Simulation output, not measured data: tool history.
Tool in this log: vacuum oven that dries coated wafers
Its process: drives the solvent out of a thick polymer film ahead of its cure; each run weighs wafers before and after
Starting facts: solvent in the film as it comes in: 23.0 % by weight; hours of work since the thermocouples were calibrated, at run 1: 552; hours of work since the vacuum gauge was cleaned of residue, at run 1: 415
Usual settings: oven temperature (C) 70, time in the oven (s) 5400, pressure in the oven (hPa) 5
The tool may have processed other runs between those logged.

run	hour	oven temperature (C)	time in the oven (s)	pressure in the oven (hPa)	hours of work since the thermocouples were calibrated	hours of work since the vacuum gauge was cleaned of residue	solvent left in the film (%)
1	0	70	5400	5	552	415	0.89
2	59.1	70	6840	5	589	453	0.54
3	122.4	70	6840	5.51	630	493	0.59
4	211.7	70	6840	5.51	687	550	0.58
5	253.3	70	6840	5.51	714	577	0.53
6	324.5	70	5400	5	759	623	0.96
7	378.5	70	7620	5	794	657	0.33
8	454.8	70	7620	5	842	706	0.47
9	546.6	70	5400	5	901	765	0.86
10	614.4	58	5400	5	945	808	5.73
11	688.1	58	5400	5	992	855	5.69
12	751.1	72	5400	2.89	1032	895	0.49
13	801	80	3660	2.77	1064	927	0.21
14	855.7	67	7440	4.13	1099	962	0.67
15	917.3	81	4800	4.13	1138	1002	0.09
16	973.1	64	8040	3.92	1174	1038	1.17
17	1026	70	5400	5	1208	1071	0.89
18	1114.8	70	5400	3.59	1265	1128	0.78

Each row is a separate what-if for the run after 18, all from the same tool condition, not one after another. Results?
A	1165.4	75	5400	2.84	1297	1161	?
B	1165.4	66	4620	8.63	1297	1161	?
C	1165.4	75	3240	13.64	1297	1161	?

run	solvent left in the film (%)
A	0.2
B	2.93
C	1.45
Had the tool no hidden state, the same runs would have come out as:
run	solvent left in the film (%)
A	0.2
B	2.93
C	1.46
